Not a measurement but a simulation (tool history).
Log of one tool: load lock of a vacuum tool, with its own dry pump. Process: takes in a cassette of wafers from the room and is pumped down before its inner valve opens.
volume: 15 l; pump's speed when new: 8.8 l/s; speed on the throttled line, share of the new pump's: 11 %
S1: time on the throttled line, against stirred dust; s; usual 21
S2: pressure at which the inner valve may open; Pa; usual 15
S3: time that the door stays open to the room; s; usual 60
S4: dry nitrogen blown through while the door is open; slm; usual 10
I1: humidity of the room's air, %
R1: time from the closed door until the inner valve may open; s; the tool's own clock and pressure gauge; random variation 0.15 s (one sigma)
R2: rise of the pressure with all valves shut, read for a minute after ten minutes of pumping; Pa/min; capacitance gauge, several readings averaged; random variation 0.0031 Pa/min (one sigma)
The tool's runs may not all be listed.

run    hour  S1  S2   S3  S4    I1    R1     R2
  1       0  21  15   60  10  46.1  34.6  0.281
  2   154.4  21  15   60  10  43.3  34.3  0.286
  3   297.7  21  15   60  10  44.7  34.5  0.282
  4   417.9  21  16   60  10  41.3  34.3  0.272
  5   544.1  21  15   60  10  45.6  34.6  0.297
  6   699.5  21  15   60  10    41  34.3  0.291
  7   887.7  21  15   60  44  42.6  34.6  0.275
  8  1025.5  21  15   60  10  49.7  34.6  0.316
  9  1159.6  21  26  150  25  43.5  33.6  0.317

Forecast run 10:
 10  1320.7  39  14  32  19  46.5   ?   ?

Run 10 gave R1 50.3 s, R2 0.29 Pa/min.
Without the tool's hidden state the same run would have given R1 49.7 s, R2 0.057 Pa/min.
